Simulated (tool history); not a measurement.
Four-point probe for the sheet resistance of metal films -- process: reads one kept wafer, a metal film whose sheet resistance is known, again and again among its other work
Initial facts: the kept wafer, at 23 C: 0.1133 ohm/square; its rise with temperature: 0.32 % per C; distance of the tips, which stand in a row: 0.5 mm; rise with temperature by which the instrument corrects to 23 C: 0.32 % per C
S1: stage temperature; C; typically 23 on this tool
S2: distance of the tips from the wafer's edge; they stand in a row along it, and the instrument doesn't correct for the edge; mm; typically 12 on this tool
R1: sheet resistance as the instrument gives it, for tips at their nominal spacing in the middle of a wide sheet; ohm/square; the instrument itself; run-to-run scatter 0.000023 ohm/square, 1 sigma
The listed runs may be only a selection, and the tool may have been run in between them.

run,hour,S1,S2,R1
1,0,23,12,0.113417
2,35.5,23,12,0.113431
3,105.4,23,12,0.113368
4,151.6,23,12,0.113393
5,223.2,23,12,0.113412
6,298.7,23,12,0.113402
7,348.6,23,12,0.113414
8,417.1,23,12,0.113408
9,491.8,23,12,0.113403
10,539.5,20,5,0.113923
11,577.1,30,47,0.113327
12,627.6,24,12,0.113403
13,685.9,31,51,0.113276
14,730.6,31,51,0.113293
15,787.6,29,4,0.114228
16,840.2,30,3,0.11497
17,895.9,22,16,0.113347
18,949.1,33,30,0.113271

Predict each of these 4 candidate next runs independently; none follows another, all start after run 18:
A,1018.7,27,3,?
B,1018.7,24,14,?
C,1018.7,20,17,?
D,1018.7,20,5,?

run,R1
A,0.114917
B,0.113381
C,0.113349
D,0.113967
Without the tool's unlogged condition, the same runs would have read:
run,R1
A,0.114919
B,0.113383
C,0.113351
D,0.113969

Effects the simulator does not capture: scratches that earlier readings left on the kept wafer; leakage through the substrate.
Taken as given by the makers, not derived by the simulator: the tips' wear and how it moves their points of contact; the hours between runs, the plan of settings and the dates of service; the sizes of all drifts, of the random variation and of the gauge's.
